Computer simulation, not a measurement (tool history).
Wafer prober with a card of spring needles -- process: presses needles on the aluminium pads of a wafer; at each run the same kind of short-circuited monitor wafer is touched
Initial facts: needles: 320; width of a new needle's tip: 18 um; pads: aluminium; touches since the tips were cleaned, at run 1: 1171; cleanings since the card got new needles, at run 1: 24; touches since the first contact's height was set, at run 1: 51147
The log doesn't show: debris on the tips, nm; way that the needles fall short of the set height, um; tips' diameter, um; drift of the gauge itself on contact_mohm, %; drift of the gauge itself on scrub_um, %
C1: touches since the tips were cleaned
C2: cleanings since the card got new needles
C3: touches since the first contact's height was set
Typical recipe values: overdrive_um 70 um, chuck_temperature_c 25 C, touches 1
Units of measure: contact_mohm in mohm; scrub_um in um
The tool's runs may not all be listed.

run 1 hour=0.0 | overdrive_um=70 chuck_temperature_c=25 touches=1 | C1=1171 C2=24 C3=51147 | contact_mohm=242 scrub_um=16.35
-- hour=18.0 tips cleaned on abrasive film
-- hour=37.6 tips cleaned on abrasive film
-- hour=56.7 tips cleaned on abrasive film
run 2 hour=56.7 | overdrive_um=70 chuck_temperature_c=80 touches=1 | C1=0 C2=27 C3=73675 | contact_mohm=255 scrub_um=16.36
-- hour=61.5 height of the first contact set anew
-- hour=78.3 tips cleaned on abrasive film
-- hour=96.3 tips cleaned on abrasive film
-- hour=118.7 tips cleaned on abrasive film
run 3 hour=125.4 | overdrive_um=70 chuck_temperature_c=25 touches=1 | C1=2654 C2=30 C3=25374 | contact_mohm=237 scrub_um=16.36
-- hour=137.6 tips cleaned on abrasive film
-- hour=159.2 tips cleaned on abrasive film
-- hour=181.0 tips cleaned on abrasive film
run 4 hour=186.9 | overdrive_um=70 chuck_temperature_c=25 touches=1 | C1=2327 C2=33 C3=49806 | contact_mohm=238 scrub_um=16.33
-- hour=203.5 tips cleaned on abrasive film
-- hour=221.5 tips cleaned on abrasive film
-- hour=241.8 tips cleaned on abrasive film
run 5 hour=243.8 | overdrive_um=70 chuck_temperature_c=25 touches=1 | C1=794 C2=36 C3=72396 | contact_mohm=237 scrub_um=16.36
-- hour=252.4 height of the first contact set anew
-- hour=260.2 tips cleaned on abrasive film
-- hour=281.1 tips cleaned on abrasive film
-- hour=302.5 tips cleaned on abrasive film
run 6 hour=314.2 | overdrive_um=70 chuck_temperature_c=25 touches=1 | C1=4657 C2=39 C3=24539 | contact_mohm=235 scrub_um=16.37
-- hour=322.4 tips cleaned on abrasive film
-- hour=340.4 tips cleaned on abrasive film
-- hour=360.2 tips cleaned on abrasive film
run 7 hour=369.2 | overdrive_um=70 chuck_temperature_c=25 touches=1 | C1=3584 C2=42 C3=46386 | contact_mohm=236 scrub_um=16.35
-- hour=378.2 tips cleaned on abrasive film
-- hour=399.4 tips cleaned on abrasive film
-- hour=420.5 tips cleaned on abrasive film
run 8 hour=421.3 | overdrive_um=70 chuck_temperature_c=25 touches=1 | C1=287 C2=45 C3=67051 | contact_mohm=240 scrub_um=16.35
-- hour=439.0 tips cleaned on abrasive film
-- hour=443.7 height of the first contact set anew
-- hour=457.3 tips cleaned on abrasive film
run 9 hour=463.3 | overdrive_um=70 chuck_temperature_c=66 touches=1 | C1=2403 C2=47 C3=7758 | contact_mohm=250 scrub_um=16.36
-- hour=475.4 tips cleaned on abrasive film
-- hour=495.3 tips cleaned on abrasive film
run 10 hour=498.0 | overdrive_um=70 chuck_temperature_c=66 touches=1 | C1=1093 C2=49 C3=21553 | contact_mohm=252 scrub_um=16.33
-- hour=516.0 tips cleaned on abrasive film
run 11 hour=531.9 | overdrive_um=70 chuck_temperature_c=66 touches=1 | C1=6333 C2=50 C3=35025 | contact_mohm=251 scrub_um=16.35
-- hour=536.2 tips cleaned on abrasive film
-- hour=556.9 tips cleaned on abrasive film
run 12 hour=565.8 | overdrive_um=70 chuck_temperature_c=66 touches=1 | C1=3553 C2=52 C3=48487 | contact_mohm=251 scrub_um=16.33
-- hour=578.3 tips cleaned on abrasive film
-- hour=600.8 tips cleaned on abrasive film
-- hour=621.8 tips cleaned on abrasive film
run 13 hour=628.6 | overdrive_um=70 chuck_temperature_c=25 touches=1 | C1=2726 C2=55 C3=73444 | contact_mohm=234 scrub_um=16.34
-- hour=633.4 height of the first contact set anew
-- hour=641.3 tips cleaned on abrasive film
-- hour=659.3 tips cleaned on abrasive film
-- hour=677.3 tips cleaned on abrasive film
-- hour=696.9 tips cleaned on abrasive film
run 14 hour=699.2 | overdrive_um=70 chuck_temperature_c=25 touches=1 | C1=902 C2=59 C3=26107 | contact_mohm=234 scrub_um=16.36
-- hour=716.4 tips cleaned on abrasive film
-- hour=737.1 tips cleaned on abrasive film
run 15 hour=741.3 | overdrive_um=70 chuck_temperature_c=25 touches=1 | C1=1693 C2=61 C3=42848 | contact_mohm=237 scrub_um=16.37
-- hour=758.5 tips cleaned on abrasive film
-- hour=780.1 tips cleaned on abrasive film
-- hour=801.4 tips cleaned on abrasive film
run 16 hour=803.5 | overdrive_um=74 chuck_temperature_c=68 touches=1 | C1=838 C2=64 C3=67566 | contact_mohm=246 scrub_um=17.28
-- hour=819.5 tips cleaned on abrasive film
-- hour=824.3 height of the first contact set anew
-- hour=839.8 tips cleaned on abrasive film
run 17 hour=839.8 | overdrive_um=74 chuck_temperature_c=68 touches=1 | C1=0 C2=66 C3=6147 | contact_mohm=248 scrub_um=17.31
-- hour=861.2 tips cleaned on abrasive film
-- hour=883.0 tips cleaned on abrasive film
run 18 hour=896.4 | overdrive_um=74 chuck_temperature_c=68 touches=1 | C1=5385 C2=68 C3=28690 | contact_mohm=244 scrub_um=17.27
-- hour=901.0 tips cleaned on abrasive film
-- hour=922.8 tips cleaned on abrasive film
-- hour=943.5 tips cleaned on abrasive film
-- hour=965.5 tips cleaned on abrasive film
run 19 hour=966.5 | overdrive_um=84 chuck_temperature_c=91 touches=1 | C1=404 C2=72 C3=56486 | contact_mohm=252 scrub_um=19.65
-- hour=984.5 tips cleaned on abrasive film
-- hour=1005.7 tips cleaned on abrasive film
run 20 hour=1006.6 | overdrive_um=84 chuck_temperature_c=91 touches=1 | C1=366 C2=74 C3=72423 | contact_mohm=250 scrub_um=19.62
-- hour=1011.4 height of the first contact set anew
-- hour=1027.8 tips cleaned on abrasive film
-- hour=1047.2 tips cleaned on abrasive film
run 21 hour=1047.2 | overdrive_um=84 chuck_temperature_c=91 touches=2 | C1=0 C2=76 C3=14229 | contact_mohm=253 scrub_um=19.64
-- hour=1068.4 tips cleaned on abrasive film
-- hour=1086.4 tips cleaned on abrasive film
run 22 hour=1097.2 | overdrive_um=56 chuck_temperature_c=70 touches=3 | C1=4315 C2=78 C3=34123 | contact_mohm=258 scrub_um=13.07
-- hour=1106.3 tips cleaned on abrasive film
-- hour=1126.7 tips cleaned on abrasive film
run 23 hour=1137.2 | overdrive_um=56 chuck_temperature_c=70 touches=3 | C1=4204 C2=80 C3=50010 | contact_mohm=258 scrub_um=13.09
-- hour=1146.3 tips cleaned on abrasive film
-- hour=1168.7 tips cleaned on abrasive film
-- hour=1189.8 tips cleaned on abrasive film
-- hour=1199.1 height of the first contact set anew
-- hour=1208.1 tips cleaned on abrasive film
run 24 hour=1215.1 | overdrive_um=56 chuck_temperature_c=96 touches=3 | C1=2785 C2=84 C3=6355 | contact_mohm=266 scrub_um=13.08
-- hour=1228.4 tips cleaned on abrasive film
-- hour=1249.1 tips cleaned on abrasive film
run 25 hour=1265.1 | overdrive_um=56 chuck_temperature_c=96 touches=3 | C1=6379 C2=86 C3=26236 | contact_mohm=264 scrub_um=13.08
-- hour=1269.2 tips cleaned on abrasive film
-- hour=1291.0 tips cleaned on abrasive film
-- hour=1312.9 tips cleaned on abrasive film
-- hour=1333.2 tips cleaned on abrasive film
run 26 hour=1333.2 | overdrive_um=69 chuck_temperature_c=28 touches=1 | C1=4 C2=90 C3=53263 | contact_mohm=238 scrub_um=16.11
-- hour=1353.4 tips cleaned on abrasive film
run 27 hour=1367.0 | overdrive_um=69 chuck_temperature_c=28 touches=1 | C1=5434 C2=91 C3=66705 | contact_mohm=239 scrub_um=16.13
-- hour=1371.5 tips cleaned on abrasive film
-- hour=1388.7 height of the first contact set anew
-- hour=1393.3 tips cleaned on abrasive film
run 28 hour=1405.8 | overdrive_um=70 chuck_temperature_c=25 touches=1 | C1=4978 C2=93 C3=6764 | contact_mohm=238 scrub_um=16.36

For each entry between runs, how does the tool's hidden state at the last listed run before it compare with that at the first listed run after it?
After run 1, before run 2: tips cleaned on abrasive film (hour 18.0); tips cleaned on abrasive film (hour 37.6); tips cleaned on abrasive film (hour 56.7)
  nothing in the hidden state changes from one run to the other
After run 2, before run 3: height of the first contact set anew (hour 61.5); tips cleaned on abrasive film (hour 78.3); tips cleaned on abrasive film (hour 96.3); tips cleaned on abrasive film (hour 118.7)
  debris on the tips, nm: 0 -> 0.1
After run 3, before run 4: tips cleaned on abrasive film (hour 137.6); tips cleaned on abrasive film (hour 159.2); tips cleaned on abrasive film (hour 181.0)
  nothing in the hidden state changes from one run to the other
After run 4, before run 5: tips cleaned on abrasive film (hour 203.5); tips cleaned on abrasive film (hour 221.5); tips cleaned on abrasive film (hour 241.8)
  debris on the tips, nm: 0.1 -> 0
After run 5, before run 6: height of the first contact set anew (hour 252.4); tips cleaned on abrasive film (hour 260.2); tips cleaned on abrasive film (hour 281.1); tips cleaned on abrasive film (hour 302.5)
  debris on the tips, nm: 0 -> 0.1
After run 6, before run 7: tips cleaned on abrasive film (hour 322.4); tips cleaned on abrasive film (hour 340.4); tips cleaned on abrasive film (hour 360.2)
  nothing in the hidden state changes from one run to the other
After run 7, before run 8: tips cleaned on abrasive film (hour 378.2); tips cleaned on abrasive film (hour 399.4); tips cleaned on abrasive film (hour 420.5)
  debris on the tips, nm: 0.1 -> 0
After run 8, before run 9: tips cleaned on abrasive film (hour 439.0); height of the first contact set anew (hour 443.7); tips cleaned on abrasive film (hour 457.3)
  debris on the tips, nm: 0 -> 0.1
After run 9, before run 10: tips cleaned on abrasive film (hour 475.4); tips cleaned on abrasive film (hour 495.3)
  debris on the tips, nm: 0.1 -> 0
After run 10, before run 11: tips cleaned on abrasive film (hour 516.0)
  debris on the tips, nm: 0 -> 0.1
After run 11, before run 12: tips cleaned on abrasive film (hour 536.2); tips cleaned on abrasive film (hour 556.9)
  nothing in the hidden state changes from one run to the other
After run 12, before run 13: tips cleaned on abrasive film (hour 578.3); tips cleaned on abrasive film (hour 600.8); tips cleaned on abrasive film (hour 621.8)
  nothing in the hidden state changes from one run to the other
After run 13, before run 14: height of the first contact set anew (hour 633.4); tips cleaned on abrasive film (hour 641.3); tips cleaned on abrasive film (hour 659.3); tips cleaned on abrasive film (hour 677.3); tips cleaned on abrasive film (hour 696.9)
  debris on the tips, nm: 0.1 -> 0
After run 14, before run 15: tips cleaned on abrasive film (hour 716.4); tips cleaned on abrasive film (hour 737.1)
  debris on the tips, nm: 0 -> 0.1
After run 15, before run 16: tips cleaned on abrasive film (hour 758.5); tips cleaned on abrasive film (hour 780.1); tips cleaned on abrasive film (hour 801.4)
  debris on the tips, nm: 0.1 -> 0
After run 16, before run 17: tips cleaned on abrasive film (hour 819.5); height of the first contact set anew (hour 824.3); tips cleaned on abrasive film (hour 839.8)
  nothing in the hidden state changes from one run to the other
After run 17, before run 18: tips cleaned on abrasive film (hour 861.2); tips cleaned on abrasive film (hour 883.0)
  debris on the tips, nm: 0 -> 0.1
After run 18, before run 19: tips cleaned on abrasive film (hour 901.0); tips cleaned on abrasive film (hour 922.8); tips cleaned on abrasive film (hour 943.5); tips cleaned on abrasive film (hour 965.5)
  debris on the tips, nm: 0.1 -> 0
After run 19, before run 20: tips cleaned on abrasive film (hour 984.5); tips cleaned on abrasive film (hour 1005.7)
  nothing in the hidden state changes from one run to the other
After run 20, before run 21: height of the first contact set anew (hour 1011.4); tips cleaned on abrasive film (hour 1027.8); tips cleaned on abrasive film (hour 1047.2)
  nothing in the hidden state changes from one run to the other
After run 21, before run 22: tips cleaned on abrasive film (hour 1068.4); tips cleaned on abrasive film (hour 1086.4)
  debris on the tips, nm: 0 -> 0.1
After run 22, before run 23: tips cleaned on abrasive film (hour 1106.3); tips cleaned on abrasive film (hour 1126.7)
  nothing in the hidden state changes from one run to the other
After run 23, before run 24: tips cleaned on abrasive film (hour 1146.3); tips cleaned on abrasive film (hour 1168.7); tips cleaned on abrasive film (hour 1189.8); height of the first contact set anew (hour 1199.1); tips cleaned on abrasive film (hour 1208.1)
  nothing in the hidden state changes from one run to the other
After run 24, before run 25: tips cleaned on abrasive film (hour 1228.4); tips cleaned on abrasive film (hour 1249.1)
  nothing in the hidden state changes from one run to the other
After run 25, before run 26: tips cleaned on abrasive film (hour 1269.2); tips cleaned on abrasive film (hour 1291.0); tips cleaned on abrasive film (hour 1312.9); tips cleaned on abrasive film (hour 1333.2)
  debris on the tips, nm: 0.1 -> 0
After run 26, before run 27: tips cleaned on abrasive film (hour 1353.4)
  debris on the tips, nm: 0 -> 0.1
After run 27, before run 28: tips cleaned on abrasive film (hour 1371.5); height of the first contact set anew (hour 1388.7); tips cleaned on abrasive film (hour 1393.3)
  nothing in the hidden state changes from one run to the other

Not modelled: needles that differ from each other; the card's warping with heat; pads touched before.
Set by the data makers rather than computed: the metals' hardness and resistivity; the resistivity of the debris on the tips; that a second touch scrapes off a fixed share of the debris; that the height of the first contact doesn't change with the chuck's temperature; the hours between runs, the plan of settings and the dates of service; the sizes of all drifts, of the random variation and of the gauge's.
